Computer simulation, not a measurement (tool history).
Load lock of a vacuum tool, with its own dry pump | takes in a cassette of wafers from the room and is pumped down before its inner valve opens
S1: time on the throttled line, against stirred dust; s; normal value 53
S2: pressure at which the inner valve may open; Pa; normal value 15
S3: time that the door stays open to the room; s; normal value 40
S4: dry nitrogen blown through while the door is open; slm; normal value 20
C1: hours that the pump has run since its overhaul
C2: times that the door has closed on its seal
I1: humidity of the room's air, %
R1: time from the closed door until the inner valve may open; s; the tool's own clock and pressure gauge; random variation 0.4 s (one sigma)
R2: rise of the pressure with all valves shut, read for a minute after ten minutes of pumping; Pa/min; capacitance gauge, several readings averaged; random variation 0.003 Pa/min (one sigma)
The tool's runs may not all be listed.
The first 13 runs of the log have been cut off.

run 14 hour=3127.2 | S1=53 S2=24 S3=40 S4=20 | C1=22403 C2=13867 | I1=42.2 | R1=82.7 R2=0.067
run 15 hour=3357.9 | S1=53 S2=15 S3=40 S4=20 | C1=22633 C2=14127 | I1=46.9 | R1=84.5 R2=0.067
run 16 hour=3640.7 | S1=53 S2=15 S3=40 S4=20 | C1=22916 C2=14447 | I1=47.9 | R1=85.3 R2=0.067
run 17 hour=3886.7 | S1=53 S2=15 S3=40 S4=13 | C1=23162 C2=14726 | I1=45.5 | R1=85.4 R2=0.078
run 18 hour=4034.1 | S1=53 S2=15 S3=40 S4=13 | C1=23310 C2=14892 | I1=45.2 | R1=85.5 R2=0.078
run 19 hour=4293.9 | S1=53 S2=15 S3=40 S4=13 | C1=23569 C2=15186 | I1=45.5 | R1=84.8 R2=0.076
run 20 hour=4525.3 | S1=84 S2=15 S3=168 S4=20 | C1=23801 C2=15448 | I1=44.5 | R1=109.8 R2=0.108
-- hour=4674.5 dry pump taken out, an overhauled one fitted
run 21 hour=4767.4 | S1=53 S2=23 S3=40 S4=8 | C1=93 C2=15715 | I1=47.1 | R1=79.4 R2=0.084
run 22 hour=4970.5 | S1=53 S2=17 S3=76 S4=20 | C1=296 C2=15944 | I1=43.6 | R1=80.6 R2=0.084
run 23 hour=5313.6 | S1=33 S2=25 S3=31 S4=20 | C1=639 C2=16333 | I1=45.5 | R1=62.3 R2=0.076
run 24 hour=5504.5 | S1=101 S2=25 S3=31 S4=20 | C1=830 C2=16548 | I1=44.0 | R1=118.9 R2=0.072
run 25 hour=5828.3 | S1=101 S2=19 S3=125 S4=20 | C1=1154 C2=16915 | I1=48.2 | R1=120.3 R2=0.108
run 26 hour=6018.2 | S1=77 S2=24 S3=101 S4=7 | C1=1344 C2=17129 | I1=45.9 | R1=99.4 R2=0.120
run 27 hour=6180.9 | S1=77 S2=24 S3=101 S4=7 | C1=1506 C2=17313 | I1=45.3 | R1=99.3 R2=0.118
run 28 hour=6409.7 | S1=36 S2=15 S3=53 S4=20 | C1=1735 C2=17572 | I1=46.2 | R1=67.8 R2=0.089
run 29 hour=6575.2 | S1=55 S2=17 S3=92 S4=22 | C1=1901 C2=17759 | I1=41.4 | R1=83.5 R2=0.091
run 30 hour=6892.9 | S1=55 S2=17 S3=92 S4=22 | C1=2218 C2=18119 | I1=46.4 | R1=81.9 R2=0.103
run 31 hour=7084.7 | S1=53 S2=22 S3=164 S4=5 | C1=2410 C2=18335 | I1=43.5 | R1=80.2 R2=0.148
run 32 hour=7337.5 | S1=68 S2=29 S3=40 S4=36 | C1=2663 C2=18621 | I1=44.4 | R1=91.2 R2=0.083
run 33 hour=7595.9 | S1=53 S2=15 S3=40 S4=18 | C1=2921 C2=18914 | I1=43.7 | R1=82.1 R2=0.093
run 34 hour=7877.6 | S1=53 S2=15 S3=116 S4=16 | C1=3203 C2=19232 | I1=44.5 | R1=82.0 R2=0.120
run 35 hour=8214.9 | S1=53 S2=15 S3=116 S4=16 | C1=3540 C2=19614 | I1=47.7 | R1=81.4 R2=0.124
run 36 hour=8488.8 | S1=53 S2=15 S3=116 S4=16 | C1=3814 C2=19923 | I1=45.6 | R1=81.7 R2=0.120

Below are 4 alternative next runs, each starting from the tool's condition after run 36. Predict each:
run A hour=8652.5 | S1=53 S2=16 S3=116 S4=16 | C1=3978 C2=20109 | I1=41.1 | R1=? R2=?
run B hour=8652.5 | S1=85 S2=25 S3=40 S4=31 | C1=3978 C2=20109 | I1=46.7 | R1=? R2=?
run C hour=8652.5 | S1=53 S2=25 S3=115 S4=6 | C1=3978 C2=20109 | I1=43.8 | R1=? R2=?
run D hour=8652.5 | S1=26 S2=15 S3=188 S4=44 | C1=3978 C2=20109 | I1=43.6 | R1=? R2=?

run=A R1=81.7 R2=0.118
run=B R1=106.3 R2=0.100
run=C R1=79.8 R2=0.136
run=D R1=59.3 R2=0.115
What these runs would have given with no unlogged condition in the tool:
run=A R1=81.2 R2=0.040
run=B R1=106.0 R2=0.021
run=C R1=79.5 R2=0.058
run=D R1=58.8 R2=0.036
